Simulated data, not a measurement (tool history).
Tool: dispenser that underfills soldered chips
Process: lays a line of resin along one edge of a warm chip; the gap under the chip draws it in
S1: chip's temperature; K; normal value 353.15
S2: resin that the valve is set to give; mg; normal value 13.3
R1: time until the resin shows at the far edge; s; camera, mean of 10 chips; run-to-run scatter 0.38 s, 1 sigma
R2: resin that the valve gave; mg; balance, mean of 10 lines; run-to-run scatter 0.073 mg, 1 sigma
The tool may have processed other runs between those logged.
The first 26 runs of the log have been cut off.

run 27 hour=156.2 | S1=350.15 S2=16.3 | R1=31.8 R2=15.47
-- hour=159.8 new syringe of resin
run 28 hour=163.3 | S1=350.15 S2=16.3 | R1=28.6 R2=15.32
run 29 hour=167.3 | S1=345.15 S2=12.4 | R1=41.5 R2=11.47
-- hour=170.6 new syringe of resin
run 30 hour=174.6 | S1=345.15 S2=12.4 | R1=38.7 R2=11.43
run 31 hour=180.4 | S1=354.15 S2=13.7 | R1=29.9 R2=12.72
-- hour=181.2 new syringe of resin
run 32 hour=187.6 | S1=354.15 S2=13.7 | R1=27.5 R2=12.6
-- hour=191.8 new syringe of resin
run 33 hour=194 | S1=354.15 S2=13.7 | R1=25.5 R2=12.58
run 34 hour=200.9 | S1=354.15 S2=13.7 | R1=29.5 R2=12.5

Each row is a separate what-if for the run after 34, all from the same tool condition, not one after another. Results?
-- hour=202.4 new syringe of resin
run A hour=206.7 | S1=353.15 S2=13.7 | R1=? R2=?
-- hour=202.4 new syringe of resin
run B hour=206.7 | S1=338.15 S2=13.1 | R1=? R2=?
-- hour=202.4 new syringe of resin
run C hour=206.7 | S1=353.15 S2=15.1 | R1=? R2=?
-- hour=202.4 new syringe of resin
run D hour=206.7 | S1=365.15 S2=13.3 | R1=? R2=?

run=A R1=27 R2=12.45
run=B R1=51.6 R2=12
run=C R1=26.1 R2=13.9
run=D R1=16.8 R2=12.08
Without the tool's hidden state the same runs would have given:
run=A R1=23.2 R2=13.65
run=B R1=43.8 R2=13.15
run=C R1=22.6 R2=15.23
run=D R1=14.4 R2=13.24

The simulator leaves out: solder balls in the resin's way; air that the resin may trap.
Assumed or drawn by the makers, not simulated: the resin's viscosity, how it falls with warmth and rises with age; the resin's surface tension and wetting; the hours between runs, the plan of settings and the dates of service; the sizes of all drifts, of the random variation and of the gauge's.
